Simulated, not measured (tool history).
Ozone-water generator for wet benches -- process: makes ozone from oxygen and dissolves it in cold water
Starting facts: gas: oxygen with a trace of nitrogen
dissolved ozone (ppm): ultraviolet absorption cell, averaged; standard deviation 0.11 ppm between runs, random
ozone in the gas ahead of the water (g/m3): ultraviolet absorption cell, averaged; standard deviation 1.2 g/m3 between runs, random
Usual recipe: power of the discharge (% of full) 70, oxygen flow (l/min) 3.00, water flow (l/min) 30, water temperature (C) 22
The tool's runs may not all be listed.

run,hour,power of the discharge (% of full),oxygen flow (l/min),water flow (l/min),water temperature (C),dissolved ozone (ppm),ozone in the gas ahead of the water (g/m3)
1,0.0,70,3.00,30,22,9.5,220.2
2,22.2,70,3.00,30,22,9.4,217.3
3,42.4,80,3.00,30,22,10.1,235.6
4,79.2,70,3.00,19,22,14.9,219.2
5,101.9,70,3.00,19,22,14.8,218.2
6,122.1,70,3.00,30,27,9.0,219.8
7,137.8,70,3.00,30,27,9.1,220.3
8,162.4,70,3.00,30,27,8.9,219.9
9,182.8,70,3.00,30,27,9.0,218.8
10,213.2,70,3.00,30,27,9.1,220.0
11,245.6,70,3.00,30,27,8.9,220.0
12,266.8,70,2.23,31,16,8.5,250.8
13,296.9,42,2.58,23,14,9.5,175.6
14,319.5,70,1.87,21,22,11.9,271.7
15,355.4,70,1.87,21,22,12.1,268.9
16,372.3,70,1.87,21,22,12.0,269.0
17,393.7,70,1.87,21,22,12.0,271.4
18,410.7,55,3.98,22,30,10.6,169.4
19,430.9,55,3.98,22,30,10.8,171.5
20,458.3,55,3.98,22,30,10.8,169.8
21,479.5,55,3.98,22,30,10.8,170.3

Some steps in ozone in the gas ahead of the water (g/m3), run to run, broken into two amounts with sign: the step expected even without the hidden condition (settings, incoming material, random variation), and the rest, left for the hidden condition together with whatever gauge scatter is not in both the measured and the hidden-condition-free result:
Hidden state present: yield of the discharge, % of new electrodes'; contactor's efficiency, % of a clean one's; true water temperature over the reading, C; drift of the gauge itself on ozone_ppm, %; drift of the gauge itself on gas_g_m3, %.
Run 13 -> 14: power of the discharge (% of full) 42 -> 70, oxygen flow (l/min) 2.58 -> 1.87, water flow (l/min) 23 -> 21, water temperature (C) 14 -> 22. ozone in the gas ahead of the water (g/m3) +96.1: hidden state +1.1, all else +95.0.
Run 17 -> 18: power of the discharge (% of full) 70 -> 55, oxygen flow (l/min) 1.87 -> 3.98, water flow (l/min) 21 -> 22, water temperature (C) 22 -> 30. ozone in the gas ahead of the water (g/m3) -102.0: hidden state -1.3, all else -100.7.
